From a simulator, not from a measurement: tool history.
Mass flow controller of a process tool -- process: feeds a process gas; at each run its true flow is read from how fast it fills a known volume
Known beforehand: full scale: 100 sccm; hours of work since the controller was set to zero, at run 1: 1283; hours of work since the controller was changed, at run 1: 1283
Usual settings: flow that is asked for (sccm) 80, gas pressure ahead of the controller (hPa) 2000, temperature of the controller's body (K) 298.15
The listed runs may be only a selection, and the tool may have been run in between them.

run    hour  flow that is asked for (sccm)  gas pressure ahead of the controller (hPa)  temperature of the controller's body (K)  hours of work since the controller was set to zero  hours of work since the controller was changed  true flow (%)
  1     0.0                             80                                        2000                                    298.15                                                1283                                            1283          99.58
  2   114.0                             25                                        2000                                    298.15                                                1341                                            1341          98.60
  3   232.5                             25                                        2000                                    298.15                                                1401                                            1401          98.59
  4   420.4                             25                                        2000                                    298.15                                                1496                                            1496          98.50
  5   540.1                             25                                        2000                                    298.15                                                1557                                            1557          98.55
  6   631.5                             80                                        2000                                    298.15                                                1604                                            1604          99.52
  7   741.3                             80                                        1610                                    298.15                                                1659                                            1659          99.79
  8   920.4                             80                                        2000                                    298.15                                                1750                                            1750          99.54
  9  1123.4                             68                                        2000                                    298.15                                                1853                                            1853          99.37
 10  1280.6                             80                                        1520                                    298.15                                                1933                                            1933          99.84
 11  1429.4                             80                                        1520                                    298.15                                                2008                                            2008          99.82
 12  1568.7                             80                                        1440                                    298.15                                                2079                                            2079          99.80
 13  1679.3                             80                                        1440                                    298.15                                                2135                                            2135          99.88
 14  1840.0                             80                                        1440                                    298.15                                                2217                                            2217          99.88
 15  1943.6                             80                                        2090                                    302.15                                                2269                                            2269          99.95
 16  2059.7                             11                                        1550                                    309.15                                                2328                                            2328          99.27
 17  2259.2                             13                                        2290                                    302.15                                                2430                                            2430          98.58
 18  2404.5                             13                                        2290                                    302.15                                                2503                                            2503          98.57
 19  2599.0                             13                                        2290                                    302.15                                                2602                                            2602          98.53

5 options for the next run, each taken on its own from the tool as it stands now. Forecast them:
  A  2760.6                             79                                        2000                                    296.15                                                2684                                            2684              ?
  B  2760.6                             12                                        1800                                    307.15                                                2684                                            2684              ?
  C  2760.6                             80                                        1650                                    302.15                                                2684                                            2684              ?
  D  2760.6                             13                                        1670                                    302.15                                                2684                                            2684              ?
  E  2760.6                             12                                        2290                                    302.15                                                2684                                            2684              ?

run  true flow (%)
  A          99.35
  B          98.99
  C         100.18
  D          98.89
  E          98.60
With no hidden state in the tool, these same runs would have given:
run  true flow (%)
  A          99.36
  B          99.00
  C         100.18
  D          98.90
  E          98.61
